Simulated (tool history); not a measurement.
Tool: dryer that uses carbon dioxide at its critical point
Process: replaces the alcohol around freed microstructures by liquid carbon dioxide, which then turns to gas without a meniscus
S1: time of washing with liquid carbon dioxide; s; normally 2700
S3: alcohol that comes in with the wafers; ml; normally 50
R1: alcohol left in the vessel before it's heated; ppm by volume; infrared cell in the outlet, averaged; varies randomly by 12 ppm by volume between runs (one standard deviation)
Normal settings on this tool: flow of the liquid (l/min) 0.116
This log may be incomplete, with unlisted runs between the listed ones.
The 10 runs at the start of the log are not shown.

{"run": 11, "day": 6.983, "S1": 3180, "flow of the liquid (l/min)": 0.116, "S3": 50, "R1": 519}
{"run": 12, "day": 7.8, "S1": 3180, "flow of the liquid (l/min)": 0.116, "S3": 50, "R1": 530}
{"run": 13, "day": 8.75, "S1": 3180, "flow of the liquid (l/min)": 0.116, "S3": 50, "R1": 549}
{"run": 14, "day": 9.167, "S1": 3180, "flow of the liquid (l/min)": 0.116, "S3": 50, "R1": 549}
{"run": 15, "day": 9.642, "S1": 4020, "flow of the liquid (l/min)": 0.116, "S3": 50, "R1": 189}
{"run": 16, "day": 10.5, "S1": 2700, "flow of the liquid (l/min)": 0.116, "S3": 21, "R1": 474}
{"run": 17, "day": 11.038, "S1": 2400, "flow of the liquid (l/min)": 0.116, "S3": 21, "R1": 721}
{"run": 18, "day": 11.546, "S1": 2400, "flow of the liquid (l/min)": 0.116, "S3": 22, "R1": 753}
{"run": 19, "day": 12.408, "S1": 2400, "flow of the liquid (l/min)": 0.116, "S3": 22, "R1": 748}
{"run": 20, "day": 13.233, "S1": 2700, "flow of the liquid (l/min)": 0.137, "S3": 77, "R1": 805}
{"run": 21, "day": 13.975, "S1": 2700, "flow of the liquid (l/min)": 0.137, "S3": 77, "R1": 827}
{"run": 22, "day": 14.808, "S1": 2700, "flow of the liquid (l/min)": 0.137, "S3": 77, "R1": 840}
{"run": 23, "day": 15.646, "S1": 2700, "flow of the liquid (l/min)": 0.137, "S3": 77, "R1": 855}
{"run": 24, "day": 16.212, "S1": 1740, "flow of the liquid (l/min)": 0.137, "S3": 77, "R1": 4034}
{"run": 25, "day": 17.083, "S1": 1740, "flow of the liquid (l/min)": 0.137, "S3": 77, "R1": 4265}
{"run": 26, "day": 18.071, "S1": 1740, "flow of the liquid (l/min)": 0.137, "S3": 77, "R1": 4141}
{"run": 27, "day": 18.967, "S1": 1980, "flow of the liquid (l/min)": 0.164, "S3": 82, "R1": 1558}
{"run": 28, "day": 19.867, "S1": 2700, "flow of the liquid (l/min)": 0.135, "S3": 30, "R1": 395}
{"run": 29, "day": 20.333, "S1": 2700, "flow of the liquid (l/min)": 0.135, "S3": 30, "R1": 407}
{"run": 30, "day": 20.833, "S1": 4320, "flow of the liquid (l/min)": 0.152, "S3": 50, "R1": 67}
{"run": 31, "day": 21.279, "S1": 4140, "flow of the liquid (l/min)": 0.174, "S3": 68, "R1": 55}
{"run": 32, "day": 21.838, "S1": 4140, "flow of the liquid (l/min)": 0.152, "S3": 51, "R1": 70}
{"run": 33, "day": 22.333, "S1": 4140, "flow of the liquid (l/min)": 0.152, "S3": 51, "R1": 70}
{"run": 34, "day": 22.825, "S1": 3120, "flow of the liquid (l/min)": 0.102, "S3": 39, "R1": 917}

Here are 4 independent what-if runs from the current tool condition. What would each one return?
{"run": "A", "day": 23.529, "S1": 2700, "flow of the liquid (l/min)": 0.102, "S3": 39, "R1": "?"}
{"run": "B", "day": 23.529, "S1": 2700, "flow of the liquid (l/min)": 0.116, "S3": 52, "R1": "?"}
{"run": "C", "day": 23.529, "S1": 2280, "flow of the liquid (l/min)": 0.102, "S3": 39, "R1": "?"}
{"run": "D", "day": 23.529, "S1": 1800, "flow of the liquid (l/min)": 0.116, "S3": 89, "R1": "?"}

run=A R1=1514
run=B R1=1272
run=C R1=2452
run=D R1=7286
With the hidden condition removed and each run's random variation left untouched, the same runs would have given:
run=A R1=988
run=B R1=785
run=C R1=1724
run=D R1=5360
